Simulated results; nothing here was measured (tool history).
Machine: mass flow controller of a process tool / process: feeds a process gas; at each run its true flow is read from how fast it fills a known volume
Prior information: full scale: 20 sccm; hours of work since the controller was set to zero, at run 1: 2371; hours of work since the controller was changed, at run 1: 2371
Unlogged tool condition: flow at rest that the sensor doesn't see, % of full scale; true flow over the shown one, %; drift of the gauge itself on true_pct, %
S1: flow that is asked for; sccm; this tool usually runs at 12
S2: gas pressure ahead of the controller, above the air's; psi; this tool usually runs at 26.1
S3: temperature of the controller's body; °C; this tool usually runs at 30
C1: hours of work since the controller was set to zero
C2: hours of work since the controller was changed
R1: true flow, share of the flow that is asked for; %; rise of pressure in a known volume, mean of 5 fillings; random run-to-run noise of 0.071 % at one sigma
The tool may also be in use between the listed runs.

| run | day | S1 | S2 | S3 | C1 | C2 | R1 |
|---|---|---|---|---|---|---|---|
| 1 | 0.000 | 12 | 26.1 | 30 | 2371 | 2371 | 101.74 |
| 2 | 4.400 | 12 | 26.1 | 33 | 2439 | 2439 | 102.09 |
| 3 | 11.283 | 12 | 26.1 | 33 | 2545 | 2545 | 102.18 |
| 4 | 16.038 | 12 | 26.1 | 33 | 2618 | 2618 | 102.27 |
| 5 | 23.596 | 12 | 26.1 | 33 | 2734 | 2734 | 102.32 |
| 6 | 32.075 | 12 | 24.9 | 30 | 2865 | 2865 | 102.11 |
| 7 | 38.871 | 12 | 26.1 | 23 | 2969 | 2969 | 101.32 |
| 8 | 47.125 | 12 | 26.1 | 30 | 3096 | 3096 | 102.30 |
| 9 | 51.275 | 12 | 26.1 | 30 | 3160 | 3160 | 102.37 |
| 10 | 57.725 | 12 | 26.1 | 30 | 3259 | 3259 | 102.34 |
| 11 | 64.650 | 12 | 26.1 | 30 | 3365 | 3365 | 102.45 |
| 12 | 69.262 | 12 | 26.1 | 30 | 3436 | 3436 | 102.56 |
| 13 | 75.158 | 8 | 24.2 | 23 | 3527 | 3527 | 102.44 |
| 14 | 81.950 | 8 | 24.2 | 23 | 3631 | 3631 | 102.47 |
| 15 | 86.229 | 8 | 24.2 | 23 | 3697 | 3697 | 102.48 |
| 16 | 92.929 | 12 | 22.0 | 30 | 3800 | 3800 | 102.79 |
| 17 | 101.521 | 12 | 22.0 | 30 | 3932 | 3932 | 102.97 |
| 18 | 109.071 | 10 | 34.2 | 20 | 4048 | 4048 | 101.85 |
| 19 | 117.633 | 10 | 35.7 | 27 | 4180 | 4180 | 102.77 |
| 20 | 122.250 | 7 | 35.7 | 31 | 4251 | 4251 | 103.89 |
| 21 | 130.358 | 7 | 35.7 | 31 | 4376 | 4376 | 104.24 |

Below, some changes in R1 between adjacent runs. For each, the amount present without the hidden state too (settings, incoming material, random variation) and the amount remaining for the hidden state with gauge scatter not shared by both compared results:
Run 12 -> 13: S1 12 -> 8, S2 26.1 -> 24.2, S3 30 -> 23. R1 -0.12 %: hidden state +0.82, all else -0.94.
Run 17 -> 18: S1 12 -> 10, S2 22.0 -> 34.2, S3 30 -> 20. R1 -1.12 %: hidden state +0.42, all else -1.54.
Run 19 -> 20: S1 10 -> 7, S3 27 -> 31. R1 +1.12 %: hidden state +0.98, all else +0.14.

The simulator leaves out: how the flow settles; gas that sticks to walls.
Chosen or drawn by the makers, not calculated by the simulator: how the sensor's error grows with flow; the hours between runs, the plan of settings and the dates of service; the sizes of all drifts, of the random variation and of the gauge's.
